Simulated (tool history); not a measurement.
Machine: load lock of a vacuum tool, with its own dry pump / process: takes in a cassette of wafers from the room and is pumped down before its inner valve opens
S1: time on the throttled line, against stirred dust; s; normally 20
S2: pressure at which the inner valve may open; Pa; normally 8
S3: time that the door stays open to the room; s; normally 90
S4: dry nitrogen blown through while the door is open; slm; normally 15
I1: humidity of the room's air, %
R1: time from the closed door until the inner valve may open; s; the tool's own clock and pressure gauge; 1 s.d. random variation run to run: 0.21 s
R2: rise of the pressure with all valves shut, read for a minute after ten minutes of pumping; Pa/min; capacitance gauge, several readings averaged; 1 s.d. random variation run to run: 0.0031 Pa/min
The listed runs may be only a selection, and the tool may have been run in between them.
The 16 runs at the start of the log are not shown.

{"run": 17, "hour": 7222.9, "S1": 20, "S2": 8, "S3": 90, "S4": 15, "I1": 43.3, "R1": 33.3, "R2": 0.773}
{"run": 18, "hour": 7496.1, "S1": 20, "S2": 8, "S3": 90, "S4": 15, "I1": 43.1, "R1": 34.1, "R2": 0.817}
{"hour": 7608.4, "done": "door's seal changed, seat wiped"}
{"run": 19, "hour": 7793.7, "S1": 20, "S2": 8, "S3": 90, "S4": 15, "I1": 46.5, "R1": 33.5, "R2": 0.088}
{"run": 20, "hour": 8290.1, "S1": 26, "S2": 14, "S3": 69, "S4": 19, "I1": 44.4, "R1": 37.8, "R2": 0.081}
{"run": 21, "hour": 8841.2, "S1": 26, "S2": 14, "S3": 69, "S4": 19, "I1": 45.1, "R1": 37.7, "R2": 0.091}
{"run": 22, "hour": 9186.9, "S1": 38, "S2": 14, "S3": 69, "S4": 19, "I1": 44.8, "R1": 47.8, "R2": 0.099}
{"run": 23, "hour": 9519.6, "S1": 38, "S2": 14, "S3": 69, "S4": 19, "I1": 45.7, "R1": 47.6, "R2": 0.112}
{"run": 24, "hour": 10118.9, "S1": 12, "S2": 9, "S3": 34, "S4": 26, "I1": 45.8, "R1": 26.7, "R2": 0.1}
{"run": 25, "hour": 10458.2, "S1": 12, "S2": 9, "S3": 34, "S4": 26, "I1": 43.8, "R1": 27.1, "R2": 0.11}
{"run": 26, "hour": 10923.4, "S1": 22, "S2": 8, "S3": 90, "S4": 6, "I1": 44.6, "R1": 35.5, "R2": 0.18}
{"run": 27, "hour": 11361.5, "S1": 20, "S2": 9, "S3": 90, "S4": 15, "I1": 46.6, "R1": 33.6, "R2": 0.178}
{"run": 28, "hour": 11620.6, "S1": 20, "S2": 9, "S3": 90, "S4": 15, "I1": 43.8, "R1": 33.8, "R2": 0.179}
{"run": 29, "hour": 12008.8, "S1": 20, "S2": 9, "S3": 90, "S4": 15, "I1": 45.8, "R1": 33.8, "R2": 0.196}
{"run": 30, "hour": 12455.5, "S1": 20, "S2": 6, "S3": 90, "S4": 20, "I1": 45.2, "R1": 34.5, "R2": 0.194}
{"run": 31, "hour": 12982.0, "S1": 17, "S2": 12, "S3": 235, "S4": 30, "I1": 42.7, "R1": 30.9, "R2": 0.234}
{"run": 32, "hour": 13336.4, "S1": 10, "S2": 6, "S3": 207, "S4": 9, "I1": 47.3, "R1": 26.0, "R2": 0.286}
{"run": 33, "hour": 13771.6, "S1": 26, "S2": 9, "S3": 36, "S4": 12, "I1": 46.9, "R1": 39.1, "R2": 0.237}
{"run": 34, "hour": 14201.6, "S1": 20, "S2": 6, "S3": 90, "S4": 21, "I1": 44.2, "R1": 35.3, "R2": 0.265}
{"run": 35, "hour": 14480.4, "S1": 14, "S2": 8, "S3": 73, "S4": 15, "I1": 45.1, "R1": 29.1, "R2": 0.267}
{"run": 36, "hour": 15031.5, "S1": 14, "S2": 8, "S3": 73, "S4": 15, "I1": 49.6, "R1": 29.4, "R2": 0.311}
{"run": 37, "hour": 15407.5, "S1": 35, "S2": 8, "S3": 140, "S4": 15, "I1": 43.7, "R1": 47.0, "R2": 0.33}
{"run": 38, "hour": 15733.3, "S1": 35, "S2": 8, "S3": 140, "S4": 44, "I1": 44.1, "R1": 46.8, "R2": 0.321}

Predict each of these 3 candidate next runs independently; none follows another, all start after run 38:
{"run": "A", "hour": 16053.0, "S1": 18, "S2": 7, "S3": 90, "S4": 15, "I1": 45.8, "R1": "?", "R2": "?"}
{"run": "B", "hour": 16053.0, "S1": 20, "S2": 13, "S3": 90, "S4": 13, "I1": 45.4, "R1": "?", "R2": "?"}
{"run": "C", "hour": 16053.0, "S1": 35, "S2": 8, "S3": 140, "S4": 44, "I1": 47.4, "R1": "?", "R2": "?"}

run=A R1=33.1 R2=0.361
run=B R1=33.4 R2=0.366
run=C R1=47.1 R2=0.348
With no hidden state in the tool, these same runs would have given:
run=A R1=31.2 R2=0.089
run=B R1=31.8 R2=0.095
run=C R1=45.7 R2=0.078
